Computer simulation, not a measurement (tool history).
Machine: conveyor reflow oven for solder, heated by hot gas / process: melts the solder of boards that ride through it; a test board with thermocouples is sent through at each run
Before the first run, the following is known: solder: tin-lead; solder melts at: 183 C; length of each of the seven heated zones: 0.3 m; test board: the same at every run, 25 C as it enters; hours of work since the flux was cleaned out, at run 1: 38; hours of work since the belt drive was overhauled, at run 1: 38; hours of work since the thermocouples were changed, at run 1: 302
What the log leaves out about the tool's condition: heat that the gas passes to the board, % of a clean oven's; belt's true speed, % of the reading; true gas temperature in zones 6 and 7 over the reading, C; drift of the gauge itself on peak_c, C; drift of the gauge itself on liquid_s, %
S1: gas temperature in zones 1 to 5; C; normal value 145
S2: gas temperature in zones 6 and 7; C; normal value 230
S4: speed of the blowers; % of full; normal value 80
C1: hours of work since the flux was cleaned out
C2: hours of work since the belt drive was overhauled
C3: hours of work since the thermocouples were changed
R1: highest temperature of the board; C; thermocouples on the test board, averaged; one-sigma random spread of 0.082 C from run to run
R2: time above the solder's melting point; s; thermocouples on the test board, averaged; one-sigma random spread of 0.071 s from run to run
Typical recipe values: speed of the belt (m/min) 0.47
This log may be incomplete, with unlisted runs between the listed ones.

{"run": 1, "day": 0.0, "S1": 145, "S2": 230, "speed of the belt (m/min)": 0.47, "S4": 80, "C1": 38, "C2": 38, "C3": 302, "R1": 215.14, "R2": 58.38}
{"run": 2, "day": 1.804, "S1": 145, "S2": 230, "speed of the belt (m/min)": 0.47, "S4": 80, "C1": 69, "C2": 69, "C3": 333, "R1": 215.13, "R2": 58.32}
{"run": 3, "day": 3.112, "S1": 145, "S2": 230, "speed of the belt (m/min)": 0.47, "S4": 80, "C1": 92, "C2": 92, "C3": 356, "R1": 214.94, "R2": 58.12}
{"run": 4, "day": 4.104, "S1": 145, "S2": 230, "speed of the belt (m/min)": 0.47, "S4": 80, "C1": 109, "C2": 109, "C3": 373, "R1": 214.95, "R2": 58.11}
{"run": 5, "day": 5.933, "S1": 145, "S2": 230, "speed of the belt (m/min)": 0.47, "S4": 80, "C1": 141, "C2": 141, "C3": 405, "R1": 214.68, "R2": 58.07}
{"run": 6, "day": 7.621, "S1": 145, "S2": 230, "speed of the belt (m/min)": 0.47, "S4": 80, "C1": 171, "C2": 171, "C3": 434, "R1": 214.73, "R2": 57.84}
{"run": 7, "day": 9.362, "S1": 145, "S2": 230, "speed of the belt (m/min)": 0.47, "S4": 80, "C1": 201, "C2": 201, "C3": 465, "R1": 214.61, "R2": 57.85}
{"run": 8, "day": 11.15, "S1": 145, "S2": 230, "speed of the belt (m/min)": 0.47, "S4": 80, "C1": 232, "C2": 232, "C3": 496, "R1": 214.33, "R2": 57.78}
{"run": 9, "day": 12.458, "S1": 145, "S2": 230, "speed of the belt (m/min)": 0.47, "S4": 80, "C1": 255, "C2": 255, "C3": 519, "R1": 214.45, "R2": 57.65}
{"run": 10, "day": 13.592, "S1": 145, "S2": 230, "speed of the belt (m/min)": 0.47, "S4": 80, "C1": 275, "C2": 275, "C3": 539, "R1": 214.41, "R2": 57.51}
{"run": 11, "day": 14.525, "S1": 145, "S2": 230, "speed of the belt (m/min)": 0.47, "S4": 80, "C1": 291, "C2": 291, "C3": 555, "R1": 214.45, "R2": 57.58}
{"run": 12, "day": 15.275, "S1": 145, "S2": 230, "speed of the belt (m/min)": 0.47, "S4": 80, "C1": 304, "C2": 304, "C3": 568, "R1": 214.21, "R2": 57.45}
{"day": 16.575, "done": "flux residue cleaned out of gas plates and filters"}
{"day": 16.804, "done": "thermocouples of zones 6 and 7 changed"}
{"run": 13, "day": 17.279, "S1": 145, "S2": 230, "speed of the belt (m/min)": 0.47, "S4": 80, "C1": 11, "C2": 334, "C3": 8, "R1": 215.12, "R2": 58.46}
{"run": 14, "day": 18.312, "S1": 145, "S2": 230, "speed of the belt (m/min)": 0.47, "S4": 80, "C1": 29, "C2": 352, "C3": 26, "R1": 215.2, "R2": 58.7}
{"run": 15, "day": 19.333, "S1": 145, "S2": 230, "speed of the belt (m/min)": 0.47, "S4": 80, "C1": 47, "C2": 370, "C3": 44, "R1": 215.02, "R2": 58.44}
{"run": 16, "day": 20.467, "S1": 132, "S2": 244, "speed of the belt (m/min)": 0.387, "S4": 64, "C1": 66, "C2": 390, "C3": 64, "R1": 227.45, "R2": 76.04}
{"run": 17, "day": 22.062, "S1": 155, "S2": 244, "speed of the belt (m/min)": 0.387, "S4": 64, "C1": 94, "C2": 417, "C3": 92, "R1": 230.85, "R2": 88.37}
{"run": 18, "day": 23.267, "S1": 155, "S2": 244, "speed of the belt (m/min)": 0.387, "S4": 64, "C1": 115, "C2": 438, "C3": 113, "R1": 230.96, "R2": 88.23}
{"run": 19, "day": 24.975, "S1": 147, "S2": 232, "speed of the belt (m/min)": 0.554, "S4": 65, "C1": 145, "C2": 468, "C3": 142, "R1": 207.9, "R2": 42.28}
{"run": 20, "day": 26.071, "S1": 157, "S2": 230, "speed of the belt (m/min)": 0.47, "S4": 75, "C1": 164, "C2": 487, "C3": 161, "R1": 216.11, "R2": 64.29}
{"run": 21, "day": 27.808, "S1": 140, "S2": 230, "speed of the belt (m/min)": 0.47, "S4": 70, "C1": 194, "C2": 518, "C3": 192, "R1": 211.53, "R2": 52.66}
{"run": 22, "day": 28.992, "S1": 140, "S2": 230, "speed of the belt (m/min)": 0.47, "S4": 70, "C1": 215, "C2": 538, "C3": 212, "R1": 211.59, "R2": 52.64}
{"run": 23, "day": 30.038, "S1": 147, "S2": 223, "speed of the belt (m/min)": 0.494, "S4": 78, "C1": 233, "C2": 556, "C3": 231, "R1": 207.16, "R2": 49.01}
{"run": 24, "day": 31.3, "S1": 145, "S2": 230, "speed of the belt (m/min)": 0.383, "S4": 80, "C1": 255, "C2": 578, "C3": 253, "R1": 219.7, "R2": 77.35}
{"run": 25, "day": 33.112, "S1": 145, "S2": 230, "speed of the belt (m/min)": 0.383, "S4": 80, "C1": 287, "C2": 610, "C3": 284, "R1": 219.92, "R2": 77.11}
{"run": 26, "day": 33.917, "S1": 155, "S2": 230, "speed of the belt (m/min)": 0.47, "S4": 58, "C1": 301, "C2": 624, "C3": 298, "R1": 211.46, "R2": 58.59}
{"day": 35.421, "done": "flux residue cleaned out of gas plates and filters"}
{"run": 27, "day": 35.958, "S1": 155, "S2": 230, "speed of the belt (m/min)": 0.47, "S4": 58, "C1": 9, "C2": 656, "C3": 330, "R1": 212.63, "R2": 59.88}
{"run": 28, "day": 37.408, "S1": 147, "S2": 242, "speed of the belt (m/min)": 0.479, "S4": 55, "C1": 35, "C2": 681, "C3": 355, "R1": 218.69, "R2": 59.59}
{"run": 29, "day": 38.421, "S1": 147, "S2": 242, "speed of the belt (m/min)": 0.479, "S4": 55, "C1": 52, "C2": 699, "C3": 373, "R1": 218.75, "R2": 59.69}

Alternative continuations, all from the tool just after run 29; predict every row:
{"run": "A", "day": 39.488, "S1": 145, "S2": 223, "speed of the belt (m/min)": 0.527, "S4": 82, "C1": 71, "C2": 717, "C3": 392, "R1": "?", "R2": "?"}
{"run": "B", "day": 39.488, "S1": 140, "S2": 242, "speed of the belt (m/min)": 0.519, "S4": 55, "C1": 71, "C2": 717, "C3": 392, "R1": "?", "R2": "?"}
{"run": "C", "day": 39.488, "S1": 145, "S2": 225, "speed of the belt (m/min)": 0.432, "S4": 90, "C1": 71, "C2": 717, "C3": 392, "R1": "?", "R2": "?"}
{"run": "D", "day": 39.488, "S1": 145, "S2": 230, "speed of the belt (m/min)": 0.47, "S4": 74, "C1": 71, "C2": 717, "C3": 392, "R1": "?", "R2": "?"}

run=A R1=206.46 R2=44.39
run=B R1=213.41 R2=47.88
run=C R1=214.73 R2=64.71
run=D R1=214.19 R2=57.46
Without the tool's unlogged condition, the same runs would have read:
run=A R1=206.43 R2=44.28
run=B R1=213.39 R2=47.63
run=C R1=214.55 R2=64.35
run=D R1=214.1 R2=57.15

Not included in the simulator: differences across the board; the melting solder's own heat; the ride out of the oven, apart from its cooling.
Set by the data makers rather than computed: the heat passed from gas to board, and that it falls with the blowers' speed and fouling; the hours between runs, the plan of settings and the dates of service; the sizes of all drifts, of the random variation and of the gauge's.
